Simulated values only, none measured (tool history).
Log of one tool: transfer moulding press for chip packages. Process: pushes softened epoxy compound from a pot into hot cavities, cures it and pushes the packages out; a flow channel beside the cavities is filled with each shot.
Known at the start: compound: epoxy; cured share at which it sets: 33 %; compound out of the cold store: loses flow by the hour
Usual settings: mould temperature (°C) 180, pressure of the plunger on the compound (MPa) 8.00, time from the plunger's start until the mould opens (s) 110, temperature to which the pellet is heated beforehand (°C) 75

run,hour,mould temperature (°C),pressure of the plunger on the compound (MPa),time from the plunger's start until the mould opens (s),temperature to which the pellet is heated beforehand (°C),incoming compound's hours out of the cold store,length that the compound runs in the flow channel (mm),greatest force on the pins that push the packages out (N)
1,0.0,180,8.00,110,75,25.9,929,267
2,17.5,180,8.00,110,75,29.7,906,295
# hour 40.5: cavities cleaned with cleaning compound and waxed
3,40.9,180,8.00,110,75,43.3,865,238
4,53.7,180,8.00,110,75,15.1,955,285
5,77.0,180,8.00,110,75,46.3,845,310
# hour 89.4: cavities cleaned with cleaning compound and waxed
6,94.8,185,8.00,110,75,14.3,939,229
7,108.3,180,8.00,98,75,14.7,962,341
8,118.2,180,8.00,110,65,34.6,874,292
# hour 137.0: cavities cleaned with cleaning compound and waxed
9,137.4,180,8.00,110,65,37.1,869,242
10,149.6,180,8.00,95,75,39.3,854,330
11,168.1,180,8.00,110,75,20.0,920,311
# hour 179.9: plunger's sealing rings changed
# hour 188.2: cavities cleaned with cleaning compound and waxed
12,188.9,180,8.00,110,84,16.2,982,245
13,212.2,180,8.00,110,75,30.4,923,299
14,233.0,180,8.00,110,75,19.5,965,325
# hour 236.2: mould's thermocouples calibrated
# hour 237.7: cavities cleaned with cleaning compound and waxed
15,246.3,180,8.00,110,75,45.8,869,257
16,256.6,180,6.50,110,73,24.6,848,283
17,267.9,183,8.83,128,71,32.9,945,265
18,282.4,176,7.21,128,71,21.6,902,311
# hour 286.9: cavities cleaned with cleaning compound and waxed
19,303.0,177,8.74,110,75,30.4,951,301
# hour 316.9: mould's thermocouples calibrated, once more
20,320.9,177,8.74,110,75,21.3,996,358
# hour 336.5: cavities cleaned with cleaning compound and waxed
21,338.1,177,8.74,110,75,37.5,923,284
22,358.0,182,8.77,129,66,40.5,904,260
23,369.7,182,6.54,119,75,38.4,783,287
# hour 386.0: cavities cleaned with cleaning compound and waxed
24,391.4,187,7.39,119,72,22.3,878,217
25,411.8,185,7.39,119,78,13.5,903,264
26,431.8,183,8.00,110,78,25.7,898,299
# hour 434.4: cavities cleaned with cleaning compound and waxed
27,449.5,183,8.00,110,78,15.5,939,270

Forecast each of these 4 alternatives for the next run:
# hour 467.8: plunger's sealing rings changed
A,472.5,180,7.60,116,74,44.1,?,?
# hour 467.8: plunger's sealing rings changed
B,472.5,180,7.19,98,75,34.1,?,?
# hour 467.8: plunger's sealing rings changed
C,472.5,180,8.00,105,75,18.8,?,?
# hour 467.8: plunger's sealing rings changed
D,472.5,177,8.00,139,66,34.7,?,?

run,length that the compound runs in the flow channel (mm),greatest force on the pins that push the packages out (N)
A,858,298
B,873,370
C,976,337
D,923,289
Without the tool's hidden state the same runs would have given:
run,length that the compound runs in the flow channel (mm),greatest force on the pins that push the packages out (N)
A,861,223
B,876,277
C,980,252
D,926,216
